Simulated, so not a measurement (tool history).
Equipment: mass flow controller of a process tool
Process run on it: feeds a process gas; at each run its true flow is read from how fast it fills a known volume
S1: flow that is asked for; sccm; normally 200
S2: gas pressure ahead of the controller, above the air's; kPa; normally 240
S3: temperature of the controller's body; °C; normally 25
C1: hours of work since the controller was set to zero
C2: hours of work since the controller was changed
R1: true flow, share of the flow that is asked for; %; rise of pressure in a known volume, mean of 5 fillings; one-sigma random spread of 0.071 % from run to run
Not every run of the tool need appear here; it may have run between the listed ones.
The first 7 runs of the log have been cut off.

run	hour	S1	S2	S3	C1	C2	R1
8	1034.1	240	240	25	4450	4450	99.67
9	1156.2	240	240	25	4515	4515	99.49
10	1363.3	200	171	25	4624	4624	99.37
11	1560.0	200	240	25	4729	4729	99.63
12	1720.0	200	240	25	4813	4813	99.46
13	1895.5	200	240	25	4906	4906	99.49
14	1989.1	200	240	25	4956	4956	99.47
15	2162.7	200	179	25	5048	5048	99.41
16	2364.1	200	239	25	5155	5155	99.61
17	2491.0	200	240	25	5222	5222	99.55
18	2660.0	200	240	25	5311	5311	99.52
19	2770.5	200	240	35	5370	5370	100.17
20	2905.0	467	240	25	5441	5441	100.03
21	3015.9	467	240	37	5500	5500	100.80
22	3148.6	81	187	25	5570	5570	99.26
23	3279.7	81	187	25	5640	5640	99.03
24	3453.1	81	187	25	5732	5732	99.19
25	3577.0	81	187	25	5797	5797	99.21
26	3682.9	52	148	25	5854	5854	98.96
27	3863.9	134	150	25	5949	5949	99.19
28	4018.7	134	150	25	6031	6031	99.21
29	4180.4	200	160	27	6117	6117	99.26
30	4353.5	467	240	25	6209	6209	100.15
31	4465.3	467	267	35	6268	6268	100.72
32	4631.8	467	267	35	6356	6356	101.02

Run 33 is up next; what results do you expect?
33	4830.8	70	164	38	6462	6462	?

R1: 99.95 %
On a tool with no hidden condition, and with the same random variation, this run would have come out at R1 99.96 %.
